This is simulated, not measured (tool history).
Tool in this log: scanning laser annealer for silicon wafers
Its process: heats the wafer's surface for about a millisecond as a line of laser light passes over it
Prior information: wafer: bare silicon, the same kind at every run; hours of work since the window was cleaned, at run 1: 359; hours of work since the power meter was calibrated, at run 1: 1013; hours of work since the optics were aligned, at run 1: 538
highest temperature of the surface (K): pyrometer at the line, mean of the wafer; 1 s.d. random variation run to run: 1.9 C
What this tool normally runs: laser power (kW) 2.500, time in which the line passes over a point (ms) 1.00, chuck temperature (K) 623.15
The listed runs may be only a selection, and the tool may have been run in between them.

run    hour  laser power (kW)  time in which the line passes over a point (ms)  chuck temperature (K)  hours of work since the window was cleaned  hours of work since the power meter was calibrated  hours of work since the optics were aligned  highest temperature of the surface (K)
  1     0.0             2.500                                             1.00                 623.15                                         359                                                1013                                          538                                 1422.15
       43.4  -- window over the wafer cleaned
  2    43.4             2.500                                             1.00                 623.15                                           0                                                1045                                          569                                 1441.15
  3    84.7             2.500                                             1.00                 623.15                                          31                                                1076                                          601                                 1437.15
  4   118.8             2.500                                             1.00                 623.15                                          57                                                1102                                          627                                 1434.15
  5   137.4             2.500                                             1.00                 623.15                                          71                                                1116                                          641                                 1428.15
  6   171.3             2.500                                             1.00                 623.15                                          97                                                1142                                          666                                 1430.15
  7   216.3             2.500                                             0.98                 623.15                                         131                                                1176                                          700                                 1421.15
  8   247.5             2.500                                             0.98                 623.15                                         155                                                1200                                          724                                 1415.15
  9   267.8             2.341                                             1.00                 623.15                                         170                                                1215                                          739                                 1362.15
 10   312.5             2.341                                             1.00                 623.15                                         204                                                1249                                          773                                 1362.15
 11   350.7             2.444                                             1.00                 623.15                                         233                                                1278                                          802                                 1395.15
 12   394.9             2.444                                             1.00                 623.15                                         266                                                1311                                          836                                 1397.15
 13   434.1             2.500                                             1.00                 640.15                                         296                                                1341                                          866                                 1432.15
 14   475.1             2.500                                             1.00                 640.15                                         327                                                1372                                          897                                 1430.15
 15   499.9             2.500                                             1.00                 640.15                                         346                                                1391                                          915                                 1423.15
 16   520.9             2.500                                             1.00                 640.15                                         362                                                1407                                          931                                 1421.15
 17   553.5             2.500                                             1.00                 640.15                                         387                                                1432                                          956                                 1425.15
      561.5  -- window over the wafer cleaned
 18   590.2             2.561                                             1.00                 623.15                                          22                                                1458                                          982                                 1452.15
 19   619.1             2.500                                             0.98                 623.15                                          44                                                1480                                         1004                                 1421.15
 20   655.8             2.500                                             0.98                 623.15                                          71                                                1508                                         1032                                 1417.15
 21   689.4             2.500                                             0.98                 623.15                                          97                                                1533                                         1058                                 1416.15
      712.5  -- optics aligned, line set to its width
 22   739.8             2.315                                             0.71                 637.15                                         131                                                1567                                           21                                 1281.15
 23   762.6             2.371                                             1.13                 654.15                                         149                                                1585                                           38                                 1460.15
 24   808.6             2.500                                             1.00                 609.15                                         184                                                1620                                           73                                 1424.15
 25   854.5             2.432                                             1.15                 623.15                                         218                                                1654                                          108                                 1454.15
 26   878.3             2.403                                             1.00                 639.15                                         236                                                1672                                          126                                 1411.15
 27   910.2             2.500                                             1.00                 585.15                                         261                                                1697                                          150                                 1399.15
 28   955.3             2.311                                             1.00                 599.15                                         295                                                1731                                          184                                 1333.15
 29   989.7             2.311                                             1.00                 599.15                                         321                                                1757                                          210                                 1330.15
 30  1016.1             2.248                                             0.71                 660.15                                         341                                                1777                                          230                                 1265.15
 31  1059.7             2.588                                             1.17                 660.15                                         374                                                1810                                          263                                 1556.15
     1084.1  -- window over the wafer cleaned
 32  1101.5             2.500                                             1.07                 602.15                                          13                                                1840                                          293                                 1439.15
 33  1130.3             2.451                                             0.76                 612.15                                          35                                                1862                                          315                                 1322.15
 34  1157.8             2.500                                             1.00                 604.15                                          56                                                1883                                          336                                 1420.15
 35  1196.0             2.500                                             1.00                 604.15                                          85                                                1912                                          365                                 1417.15
 36  1238.4             2.173                                             1.23                 623.15                                         117                                                1944                                          397                                 1365.15
 37  1275.0             2.216                                             0.90                 609.15                                         145                                                1972                                          425                                 1275.15
 38  1300.2             2.500                                             0.76                 635.15                                         164                                                1991                                          444                                 1350.15
 39  1321.9             2.500                                             0.90                 586.15                                         180                                                2007                                          461                                 1356.15
 40  1347.5             2.645                                             0.92                 586.15                                         200                                                2027                                          480                                 1421.15
 41  1384.8             2.534                                             1.09                 650.15                                         228                                                2055                                          508                                 1494.15

Here are 4 independent what-if runs from the current tool condition. What would each one return?
  A  1413.1             2.288                                             1.10                 610.15                                         249                                                2076                                          530                                       ?
  B  1413.1             2.140                                             1.09                 599.15                                         249                                                2076                                          530                                       ?
  C  1413.1             2.220                                             0.82                 600.15                                         249                                                2076                                          530                                       ?
  D  1413.1             2.534                                             0.99                 650.15                                         249                                                2076                                          530                                       ?

run  highest temperature of the surface (K)
  A                                 1356.15
  B                                 1282.15
  C                                 1234.15
  D                                 1460.15
Without the tool's unlogged condition, the same runs would have read:
run  highest temperature of the surface (K)
  A                                 1395.15
  B                                 1318.15
  C                                 1267.15
  D                                 1502.15
